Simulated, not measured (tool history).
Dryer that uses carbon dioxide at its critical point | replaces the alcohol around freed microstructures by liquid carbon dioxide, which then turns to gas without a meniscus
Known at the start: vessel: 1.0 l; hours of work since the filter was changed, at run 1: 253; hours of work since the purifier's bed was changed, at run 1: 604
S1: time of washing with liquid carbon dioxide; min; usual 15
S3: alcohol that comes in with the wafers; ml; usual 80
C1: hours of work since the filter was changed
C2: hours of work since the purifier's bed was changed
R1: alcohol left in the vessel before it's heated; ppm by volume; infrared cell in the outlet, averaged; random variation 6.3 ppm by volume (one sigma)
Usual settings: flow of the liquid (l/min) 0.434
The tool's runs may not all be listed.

run 1 hour=0 | S1=15 flow_of_the_liquid_(l/min)=0.434 S3=80 | C1=253 C2=604 | R1=597
run 2 hour=19 | S1=15 flow_of_the_liquid_(l/min)=0.434 S3=80 | C1=262 C2=613 | R1=584
run 3 hour=36.4 | S1=15 flow_of_the_liquid_(l/min)=0.434 S3=80 | C1=269 C2=620 | R1=591
-- hour=53.2 purifier's bed changed
run 4 hour=57 | S1=15 flow_of_the_liquid_(l/min)=0.434 S3=80 | C1=277 C2=2 | R1=349
run 5 hour=89.1 | S1=15 flow_of_the_liquid_(l/min)=0.434 S3=80 | C1=291 C2=16 | R1=346
run 6 hour=123.3 | S1=15 flow_of_the_liquid_(l/min)=0.434 S3=80 | C1=307 C2=31 | R1=361
run 7 hour=151.1 | S1=15 flow_of_the_liquid_(l/min)=0.434 S3=80 | C1=319 C2=44 | R1=382
run 8 hour=172.3 | S1=15 flow_of_the_liquid_(l/min)=0.434 S3=71 | C1=329 C2=53 | R1=339
run 9 hour=205.3 | S1=15 flow_of_the_liquid_(l/min)=0.434 S3=71 | C1=343 C2=68 | R1=346
run 10 hour=231.5 | S1=9 flow_of_the_liquid_(l/min)=0.434 S3=80 | C1=355 C2=79 | R1=3243
run 11 hour=257.3 | S1=9 flow_of_the_liquid_(l/min)=0.434 S3=80 | C1=366 C2=91 | R1=3291
run 12 hour=289.5 | S1=9 flow_of_the_liquid_(l/min)=0.434 S3=80 | C1=381 C2=105 | R1=3318
run 13 hour=313.9 | S1=9 flow_of_the_liquid_(l/min)=0.434 S3=80 | C1=392 C2=116 | R1=3382
run 14 hour=346.6 | S1=12 flow_of_the_liquid_(l/min)=0.458 S3=77 | C1=406 C2=131 | R1=910
run 15 hour=380.1 | S1=12 flow_of_the_liquid_(l/min)=0.458 S3=77 | C1=421 C2=146 | R1=915
run 16 hour=412.5 | S1=20 flow_of_the_liquid_(l/min)=0.434 S3=111 | C1=436 C2=160 | R1=173
run 17 hour=442.9 | S1=20 flow_of_the_liquid_(l/min)=0.457 S3=44 | C1=449 C2=174 | R1=100
run 18 hour=467.8 | S1=15 flow_of_the_liquid_(l/min)=0.434 S3=88 | C1=460 C2=185 | R1=535
run 19 hour=487.3 | S1=15 flow_of_the_liquid_(l/min)=0.366 S3=26 | C1=469 C2=193 | R1=406
run 20 hour=510.9 | S1=15 flow_of_the_liquid_(l/min)=0.366 S3=26 | C1=479 C2=204 | R1=406
-- hour=524.6 inlet filter changed
run 21 hour=530.4 | S1=15 flow_of_the_liquid_(l/min)=0.366 S3=26 | C1=3 C2=212 | R1=317

How the hidden state differs across the entries between the runs, from the last listed run before each to the first after it:
Between runs 3 and 4: purifier's bed changed (hour 53.2)
  flow that reaches the vessel past the clogged filter, %: 95.1 -> 94.9; alcohol in the recycled carbon dioxide, ppm: 266.3 -> 6.5
  measured less the result without the state, R1: +337 -> +87 ppm by volume
Between runs 20 and 21: inlet filter changed (hour 524.6)
  flow that reaches the vessel past the clogged filter, %: 91 -> 99.9; alcohol in the recycled carbon dioxide, ppm: 90.6 -> 94.3
  measured less the result without the state, R1: +197 -> +91 ppm by volume

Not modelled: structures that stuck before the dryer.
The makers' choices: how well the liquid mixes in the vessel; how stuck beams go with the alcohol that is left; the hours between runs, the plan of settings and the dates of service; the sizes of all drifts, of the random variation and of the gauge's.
